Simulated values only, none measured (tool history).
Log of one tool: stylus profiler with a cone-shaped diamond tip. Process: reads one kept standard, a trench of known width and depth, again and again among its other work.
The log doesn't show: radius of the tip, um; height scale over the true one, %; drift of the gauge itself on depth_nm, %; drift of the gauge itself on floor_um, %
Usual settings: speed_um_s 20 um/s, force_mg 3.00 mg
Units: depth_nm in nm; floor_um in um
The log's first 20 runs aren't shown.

run    hour  speed_um_s  force_mg  scans with this tip  hours of work since the height scale was calibrated  depth_nm  floor_um
 21  1321.7          20      2.13                28326                                                  217    202.69     47.64
 22  1399.7          20      2.23                28791                                                  278    202.66     47.62
 23  1470.8          40      3.93                29215                                                  333    203.89     47.55
 24  1546.6          10      2.70                29667                                                  393    203.00     47.65
 25  1610.7          10      2.70                30049                                                  443    203.01     47.64
 26  1675.9           9      3.54                30438                                                  494    203.65     47.68
 27  1767.9           5      2.35                30986                                                  566    202.67     47.68
 28  1827.7           5      2.35                31342                                                  613    202.65     47.66
 29  1889.1           6      4.82                31708                                                  661    204.42     47.71
 30  1971.6           6      4.82                32200                                                  725    204.51     47.64
 31  2031.2          50      1.10                32555                                                  772    201.40     47.29

The next listed run, before its measurement:
 32  2072.9          50      1.10                32804                                                  805         ?         ?

depth_nm: 201.29 nm
floor_um: 47.22 um
Without the tool's hidden state the same run would have given depth_nm 201.69 nm, floor_um 47.80 um.
